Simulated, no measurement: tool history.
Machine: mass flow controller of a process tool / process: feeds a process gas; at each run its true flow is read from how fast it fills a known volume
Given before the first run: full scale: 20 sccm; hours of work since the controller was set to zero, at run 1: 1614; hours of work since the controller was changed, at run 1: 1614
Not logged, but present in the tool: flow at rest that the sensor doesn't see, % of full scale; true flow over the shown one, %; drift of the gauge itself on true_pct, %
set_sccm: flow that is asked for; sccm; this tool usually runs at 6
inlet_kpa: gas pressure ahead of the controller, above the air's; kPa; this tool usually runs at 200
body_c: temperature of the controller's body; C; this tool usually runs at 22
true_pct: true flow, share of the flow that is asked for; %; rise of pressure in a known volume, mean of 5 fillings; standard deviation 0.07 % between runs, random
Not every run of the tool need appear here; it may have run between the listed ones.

run,hour,set_sccm,inlet_kpa,body_c,hours of work since the controller was set to zero,hours of work since the controller was changed,true_pct
1,0.0,6,200,22,1614,1614,100.15
2,264.4,6,200,22,1699,1699,100.01
3,435.6,6,200,22,1753,1753,100.27
4,620.8,6,200,22,1813,1813,100.29
5,761.9,6,200,22,1858,1858,100.34
6,989.8,6,200,22,1930,1930,100.28
7,1176.2,6,200,22,1990,1990,100.38
8,1325.5,6,200,22,2038,2038,100.40
9,1507.3,6,200,22,2096,2096,100.54
10,1730.9,6,200,22,2167,2167,100.33
11,1880.9,6,200,22,2215,2215,100.49
12,2087.0,6,261,22,2281,2281,100.94
13,2204.6,6,200,36,2318,2318,101.46
14,2364.1,6,200,36,2369,2369,101.51
15,2530.3,6,200,36,2422,2422,101.49
16,2757.2,6,200,22,2495,2495,100.77
17,3003.6,5,200,22,2573,2573,101.07
18,3171.8,5,200,22,2627,2627,101.08
19,3299.8,5,200,22,2668,2668,101.15
20,3434.1,6,200,22,2711,2711,100.88
21,3613.2,6,200,22,2768,2768,101.06
22,3873.7,6,200,25,2851,2851,101.32
23,4051.3,6,200,31,2908,2908,101.72
24,4219.6,6,200,26,2962,2962,101.28
25,4484.5,3,181,32,3046,3046,103.01
26,4633.7,3,181,32,3094,3094,102.87
27,4770.9,9,219,35,3138,3138,101.69
28,4989.6,9,219,35,3207,3207,101.80
29,5230.9,6,159,24,3285,3285,101.25
30,5461.8,6,142,39,3358,3358,102.05
31,5633.1,6,259,38,3413,3413,102.54
32,5806.2,5,215,38,3468,3468,102.72
33,5917.3,3,154,37,3504,3504,103.56
34,6148.5,7,200,36,3577,3577,102.14
35,6347.9,6,231,31,3641,3641,102.28
36,6489.0,10,196,34,3686,3686,101.92
37,6696.1,6,200,24,3752,3752,101.89
38,6908.8,11,254,24,3820,3820,101.70
39,7105.7,4,216,20,3883,3883,102.59
40,7329.6,20,143,30,3955,3955,101.86
41,7482.6,11,210,35,4003,4003,102.12
42,7621.1,11,210,35,4048,4048,102.22
43,7831.2,11,172,35,4115,4115,102.15
44,8086.6,3,258,34,4196,4196,104.68
45,8262.7,2,273,21,4253,4253,105.83
46,8524.3,2,200,24,4336,4336,105.79
47,8754.1,2,200,24,4409,4409,105.98
48,8918.3,2,180,28,4462,4462,106.22

5 ways to go on from here, each from the tool as it stands after run 48. What would each give?
A,9119.4,12,168,22,4526,4526,?
B,9119.4,2,180,23,4526,4526,?
C,9119.4,6,200,22,4526,4526,?
D,9119.4,4,141,25,4526,4526,?
E,9119.4,10,204,25,4526,4526,?

run,true_pct
A,101.52
B,106.20
C,102.21
D,103.15
E,101.92
What these runs would have given with no unlogged condition in the tool:
run,true_pct
A,99.07
B,98.69
C,98.75
D,98.68
E,99.27
